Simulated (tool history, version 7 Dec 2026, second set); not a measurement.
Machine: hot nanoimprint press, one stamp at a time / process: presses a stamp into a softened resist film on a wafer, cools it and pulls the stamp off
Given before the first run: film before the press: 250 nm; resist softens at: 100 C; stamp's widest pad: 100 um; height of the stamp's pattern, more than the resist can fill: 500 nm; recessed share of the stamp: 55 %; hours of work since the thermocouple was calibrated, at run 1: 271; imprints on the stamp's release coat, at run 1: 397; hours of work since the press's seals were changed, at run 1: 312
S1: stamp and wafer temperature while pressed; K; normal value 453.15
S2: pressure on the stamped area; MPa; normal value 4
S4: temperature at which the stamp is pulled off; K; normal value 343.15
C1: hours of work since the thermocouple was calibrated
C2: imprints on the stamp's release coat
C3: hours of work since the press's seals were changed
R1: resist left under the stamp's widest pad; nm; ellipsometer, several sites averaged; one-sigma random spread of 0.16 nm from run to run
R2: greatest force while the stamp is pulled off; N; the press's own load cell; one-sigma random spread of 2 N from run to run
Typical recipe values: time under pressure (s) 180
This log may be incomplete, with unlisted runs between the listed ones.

{"run": 1, "hour": 0.0, "S1": 453.15, "S2": 4, "time under pressure (s)": 180, "S4": 343.15, "C1": 271, "C2": 397, "C3": 312, "R1": 92.9, "R2": 155}
{"run": 2, "hour": 21.3, "S1": 451.15, "S2": 4, "time under pressure (s)": 180, "S4": 343.15, "C1": 288, "C2": 472, "C3": 329, "R1": 99.4, "R2": 159}
{"run": 3, "hour": 43.4, "S1": 451.15, "S2": 4, "time under pressure (s)": 180, "S4": 343.15, "C1": 305, "C2": 549, "C3": 346, "R1": 99.3, "R2": 160}
{"run": 4, "hour": 64.8, "S1": 451.15, "S2": 4, "time under pressure (s)": 180, "S4": 343.15, "C1": 322, "C2": 624, "C3": 363, "R1": 99.6, "R2": 157}
{"run": 5, "hour": 82.6, "S1": 451.15, "S2": 4, "time under pressure (s)": 180, "S4": 343.15, "C1": 336, "C2": 687, "C3": 377, "R1": 99.8, "R2": 165}
{"run": 6, "hour": 95.3, "S1": 453.15, "S2": 4, "time under pressure (s)": 180, "S4": 343.15, "C1": 346, "C2": 731, "C3": 387, "R1": 93.7, "R2": 166}
{"hour": 109.7, "done": "plate thermocouple calibrated"}
{"run": 7, "hour": 109.7, "S1": 453.15, "S2": 2.56, "time under pressure (s)": 180, "S4": 343.15, "C1": 0, "C2": 771, "C3": 396, "R1": 116.4, "R2": 167}
{"run": 8, "hour": 126.5, "S1": 453.15, "S2": 2.56, "time under pressure (s)": 180, "S4": 343.15, "C1": 13, "C2": 830, "C3": 410, "R1": 116.4, "R2": 166}
{"run": 9, "hour": 142.5, "S1": 453.15, "S2": 2.56, "time under pressure (s)": 180, "S4": 343.15, "C1": 26, "C2": 886, "C3": 422, "R1": 116.5, "R2": 172}
{"hour": 160.1, "done": "plate thermocouple calibrated, once more"}
{"run": 10, "hour": 160.4, "S1": 453.15, "S2": 2.56, "time under pressure (s)": 180, "S4": 343.15, "C1": 0, "C2": 939, "C3": 434, "R1": 111.2, "R2": 168}
{"run": 11, "hour": 176.4, "S1": 453.15, "S2": 2.56, "time under pressure (s)": 180, "S4": 343.15, "C1": 13, "C2": 995, "C3": 447, "R1": 111.2, "R2": 175}
{"run": 12, "hour": 186.2, "S1": 453.15, "S2": 2.56, "time under pressure (s)": 180, "S4": 343.15, "C1": 21, "C2": 1029, "C3": 455, "R1": 111.4, "R2": 176}
{"run": 13, "hour": 208.3, "S1": 453.15, "S2": 2.83, "time under pressure (s)": 180, "S4": 343.15, "C1": 38, "C2": 1107, "C3": 472, "R1": 106.9, "R2": 175}
{"run": 14, "hour": 231.2, "S1": 446.15, "S2": 2.83, "time under pressure (s)": 180, "S4": 337.15, "C1": 56, "C2": 1187, "C3": 490, "R1": 132.1, "R2": 191}
{"run": 15, "hour": 250.2, "S1": 446.15, "S2": 2.83, "time under pressure (s)": 180, "S4": 337.15, "C1": 71, "C2": 1253, "C3": 506, "R1": 132.5, "R2": 191}
{"hour": 271.4, "done": "stamp cleaned and given a new release coat"}
{"run": 16, "hour": 274.0, "S1": 446.15, "S2": 2.83, "time under pressure (s)": 180, "S4": 337.15, "C1": 86, "C2": 9, "C3": 520, "R1": 132.3, "R2": 149}
{"run": 17, "hour": 285.4, "S1": 459.15, "S2": 4, "time under pressure (s)": 180, "S4": 341.15, "C1": 95, "C2": 49, "C3": 529, "R1": 76, "R2": 145}
{"run": 18, "hour": 300.0, "S1": 453.15, "S2": 3.7, "time under pressure (s)": 180, "S4": 343.15, "C1": 106, "C2": 100, "C3": 540, "R1": 95.1, "R2": 141}
{"run": 19, "hour": 320.6, "S1": 453.15, "S2": 5.18, "time under pressure (s)": 180, "S4": 334.15, "C1": 123, "C2": 172, "C3": 557, "R1": 81.1, "R2": 160}
{"run": 20, "hour": 336.2, "S1": 453.15, "S2": 5.18, "time under pressure (s)": 180, "S4": 334.15, "C1": 135, "C2": 227, "C3": 569, "R1": 81.3, "R2": 161}
{"run": 21, "hour": 348.8, "S1": 459.15, "S2": 3.09, "time under pressure (s)": 180, "S4": 334.15, "C1": 145, "C2": 271, "C3": 579, "R1": 86.6, "R2": 165}
{"run": 22, "hour": 362.5, "S1": 459.15, "S2": 3.09, "time under pressure (s)": 155, "S4": 331.15, "C1": 156, "C2": 319, "C3": 590, "R1": 91.8, "R2": 166}
{"run": 23, "hour": 375.6, "S1": 464.15, "S2": 6.27, "time under pressure (s)": 158, "S4": 336.15, "C1": 166, "C2": 365, "C3": 600, "R1": 55.3, "R2": 166}
{"run": 24, "hour": 390.3, "S1": 464.15, "S2": 2.83, "time under pressure (s)": 183, "S4": 336.15, "C1": 178, "C2": 417, "C3": 612, "R1": 77.4, "R2": 166}
{"run": 25, "hour": 408.5, "S1": 453.15, "S2": 4.43, "time under pressure (s)": 180, "S4": 351.15, "C1": 192, "C2": 481, "C3": 626, "R1": 87.9, "R2": 145}

Estimate the outcome of run 26 from the log above:
{"run": 26, "hour": 418.3, "S1": 459.15, "S2": 4, "time under pressure (s)": 180, "S4": 343.15, "C1": 200, "C2": 515, "C3": 634, "R1": "?", "R2": "?"}

Logged for run 26: R1 76.4 nm, R2 158 N.
The same run, on a tool lacking any hidden state, would have yielded R1 74.1 nm, R2 140 N.
